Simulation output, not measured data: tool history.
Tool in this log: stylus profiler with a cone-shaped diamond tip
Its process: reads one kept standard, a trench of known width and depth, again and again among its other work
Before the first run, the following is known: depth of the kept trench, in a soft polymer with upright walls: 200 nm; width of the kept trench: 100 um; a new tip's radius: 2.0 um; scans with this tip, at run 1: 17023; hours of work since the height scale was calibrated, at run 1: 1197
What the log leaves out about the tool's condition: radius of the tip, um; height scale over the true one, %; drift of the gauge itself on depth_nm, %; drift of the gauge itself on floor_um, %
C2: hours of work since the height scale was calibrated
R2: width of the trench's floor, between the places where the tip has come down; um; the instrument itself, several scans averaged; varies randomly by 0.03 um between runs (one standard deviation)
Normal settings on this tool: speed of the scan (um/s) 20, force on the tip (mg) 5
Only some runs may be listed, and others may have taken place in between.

Run 1, hour 0: usual settings; scans with this tip 17023; C2 1197. Result: depth of the trench (nm) 205.85, R2 97.19 um.
Run 2, hour 43.5: usual settings; scans with this tip 17416; C2 1225. Result: depth of the trench (nm) 205.94, R2 97.13 um.
Run 3, hour 74.2: usual settings but force on the tip (mg) 6.3; scans with this tip 17692; C2 1244. Result: depth of the trench (nm) 206.86, R2 97.15 um.
Run 4, hour 123.3: usual settings; scans with this tip 18134; C2 1275. Result: depth of the trench (nm) 205.97, R2 97.15 um.
Run 5, hour 148.6: usual settings; scans with this tip 18363; C2 1291. Result: depth of the trench (nm) 205.94, R2 97.11 um.
Run 6, hour 190.3: usual settings; scans with this tip 18739; C2 1318. Result: depth of the trench (nm) 205.92, R2 97.07 um.
Run 7, hour 226.1: usual settings; scans with this tip 19062; C2 1340. Result: depth of the trench (nm) 205.96, R2 97.03 um.
Run 8, hour 256.3: usual settings but speed of the scan (um/s) 61; scans with this tip 19334; C2 1359. Result: depth of the trench (nm) 205.97, R2 97 um.
Run 9, hour 290.8: usual settings but speed of the scan (um/s) 61; scans with this tip 19646; C2 1381. Result: depth of the trench (nm) 206.03, R2 96.93 um.
Run 10, hour 339.5: usual settings but speed of the scan (um/s) 61; scans with this tip 20084; C2 1412. Result: depth of the trench (nm) 205.99, R2 96.89 um.
Run 11, hour 381.7: usual settings but speed of the scan (um/s) 22; scans with this tip 20465; C2 1439. Result: depth of the trench (nm) 206.06, R2 97.02 um.
Run 12, hour 427.8: usual settings; scans with this tip 20881; C2 1468. Result: depth of the trench (nm) 205.99, R2 96.98 um.
Run 13, hour 476.3: usual settings; scans with this tip 21318; C2 1499. Result: depth of the trench (nm) 206.01, R2 96.91 um.
At hour 481.7: height scale calibrated on a step standard.
Run 14, hour 517.2: usual settings; scans with this tip 21682; C2 23. Result: depth of the trench (nm) 206.26, R2 96.96 um.
Run 15, hour 553: usual settings; scans with this tip 22005; C2 45. Result: depth of the trench (nm) 206.27, R2 96.89 um.
Run 16, hour 595.6: usual settings; scans with this tip 22390; C2 72. Result: depth of the trench (nm) 206.24, R2 96.99 um.
Run 17, hour 632.8: usual settings but speed of the scan (um/s) 8; scans with this tip 22725; C2 96. Result: depth of the trench (nm) 206.23, R2 96.92 um.
At hour 655.1: new tip fitted, height scale calibrated.
Run 18, hour 671.2: usual settings but speed of the scan (um/s) 8; scans with this tip 146; C2 10. Result: depth of the trench (nm) 205.34, R2 98.18 um.
Run 19, hour 704.2: usual settings but speed of the scan (um/s) 8; scans with this tip 443; C2 31. Result: depth of the trench (nm) 205.38, R2 98.13 um.
At hour 726.7: height scale calibrated on a step standard, once more.
Run 20, hour 742.9: usual settings but speed of the scan (um/s) 8; scans with this tip 787; C2 10. Result: depth of the trench (nm) 205.4, R2 98.18 um.
Run 21, hour 794.7: usual settings but speed of the scan (um/s) 8; scans with this tip 1254; C2 43. Result: depth of the trench (nm) 205.47, R2 98.11 um.
Run 22, hour 822.4: usual settings but speed of the scan (um/s) 8; scans with this tip 1504; C2 61. Result: depth of the trench (nm) 205.49, R2 98.11 um.
Run 23, hour 862.7: usual settings but speed of the scan (um/s) 12, force on the tip (mg) 1.7; scans with this tip 1868; C2 86. Result: depth of the trench (nm) 202.62, R2 98.07 um.
Run 24, hour 890.4: usual settings but speed of the scan (um/s) 41, force on the tip (mg) 9.07; scans with this tip 2118; C2 104. Result: depth of the trench (nm) 208.14, R2 98.02 um.
Run 25, hour 923: usual settings but speed of the scan (um/s) 21, force on the tip (mg) 6.65; scans with this tip 2411; C2 124. Result: depth of the trench (nm) 206.69, R2 98 um.
Run 26, hour 971.6: usual settings but speed of the scan (um/s) 37; scans with this tip 2850; C2 155. Result: depth of the trench (nm) 205.48, R2 97.99 um.
Run 27, hour 1004.9: usual settings but speed of the scan (um/s) 37; scans with this tip 3150; C2 176. Result: depth of the trench (nm) 205.52, R2 97.93 um.
Run 28, hour 1031.3: usual settings but speed of the scan (um/s) 15; scans with this tip 3388; C2 193. Result: depth of the trench (nm) 205.45, R2 97.95 um.
Run 29, hour 1062.2: usual settings but speed of the scan (um/s) 15; scans with this tip 3667; C2 213. Result: depth of the trench (nm) 205.48, R2 97.91 um.
Run 30, hour 1109: usual settings but speed of the scan (um/s) 10, force on the tip (mg) 6.26; scans with this tip 4089; C2 242. Result: depth of the trench (nm) 206.38, R2 97.92 um.
Run 31, hour 1158.4: usual settings but speed of the scan (um/s) 12, force on the tip (mg) 14.39; scans with this tip 4534; C2 274. Result: depth of the trench (nm) 211.05, R2 97.92 um.
Run 32, hour 1208.4: usual settings but speed of the scan (um/s) 5, force on the tip (mg) 6.01; scans with this tip 4985; C2 305. Result: depth of the trench (nm) 206.16, R2 97.87 um.
Run 33, hour 1238.8: usual settings but speed of the scan (um/s) 5, force on the tip (mg) 6.01; scans with this tip 5260; C2 325. Result: depth of the trench (nm) 206.34, R2 97.83 um.
Run 34, hour 1265.8: usual settings but speed of the scan (um/s) 44, force on the tip (mg) 3.15; scans with this tip 5503; C2 342. Result: depth of the trench (nm) 204.14, R2 97.76 um.
Run 35, hour 1303.4: usual settings but speed of the scan (um/s) 35; scans with this tip 5843; C2 366. Result: depth of the trench (nm) 205.62, R2 97.76 um.
Run 36, hour 1345.3: usual settings but speed of the scan (um/s) 14, force on the tip (mg) 9.4; scans with this tip 6220; C2 392. Result: depth of the trench (nm) 208.45, R2 97.78 um.
Run 37, hour 1394.7: usual settings but speed of the scan (um/s) 29, force on the tip (mg) 4.97; scans with this tip 6666; C2 424. Result: depth of the trench (nm) 205.57, R2 97.75 um.
Run 38, hour 1422.1: usual settings but speed of the scan (um/s) 23, force on the tip (mg) 10.44; scans with this tip 6912; C2 441. Result: depth of the trench (nm) 209.1, R2 97.79 um.
Run 39, hour 1458.5: usual settings but speed of the scan (um/s) 29, force on the tip (mg) 2.5; scans with this tip 7241; C2 464. Result: depth of the trench (nm) 203.6, R2 97.7 um.
Run 40, hour 1504.9: usual settings but speed of the scan (um/s) 29, force on the tip (mg) 2.5; scans with this tip 7659; C2 493. Result: depth of the trench (nm) 203.61, R2 97.63 um.
Run 41, hour 1554.7: usual settings but speed of the scan (um/s) 29, force on the tip (mg) 2.5; scans with this tip 8109; C2 525. Result: depth of the trench (nm) 203.71, R2 97.64 um.
Run 42, hour 1576.8: usual settings but speed of the scan (um/s) 11, force on the tip (mg) 2.86; scans with this tip 8308; C2 539. Result: depth of the trench (nm) 203.97, R2 97.67 um.
Run 43, hour 1610.1: usual settings but speed of the scan (um/s) 11, force on the tip (mg) 2.86; scans with this tip 8609; C2 560. Result: depth of the trench (nm) 203.99, R2 97.65 um.
Run 44, hour 1649.8: usual settings but speed of the scan (um/s) 11, force on the tip (mg) 2.86; scans with this tip 8966; C2 585. Result: depth of the trench (nm) 204.04, R2 97.64 um.

A few steps of depth of the trench (nm) between consecutive runs. Split each: what settings, incoming material and random variation would produce without the hidden state, and what is left over for the hidden state, along with gauge scatter present in only one of the two compared results (measured, and without hidden state):
Run 13 -> 14: height scale calibrated on a step standard. depth of the trench (nm) +0.25: hidden state +0.21, all else +0.04.
Run 17 -> 18: new tip fitted, height scale calibrated. depth of the trench (nm) -0.89: hidden state -0.94, all else +0.05.
Run 19 -> 20: height scale calibrated on a step standard, once more. depth of the trench (nm) +0.02: hidden state +0.08, all else -0.06.
Run 23 -> 24: speed of the scan (um/s) 12 -> 41, force on the tip (mg) 1.7 -> 9.07. depth of the trench (nm) +5.52: hidden state +0.02, all else +5.5.
Run 31 -> 32: speed of the scan (um/s) 12 -> 5, force on the tip (mg) 14.39 -> 6.01. depth of the trench (nm) -4.89: hidden state +0.01, all else -4.9.
Run 38 -> 39: speed of the scan (um/s) 23 -> 29, force on the tip (mg) 10.44 -> 2.5. depth of the trench (nm) -5.5: hidden state +0.01, all else -5.51.

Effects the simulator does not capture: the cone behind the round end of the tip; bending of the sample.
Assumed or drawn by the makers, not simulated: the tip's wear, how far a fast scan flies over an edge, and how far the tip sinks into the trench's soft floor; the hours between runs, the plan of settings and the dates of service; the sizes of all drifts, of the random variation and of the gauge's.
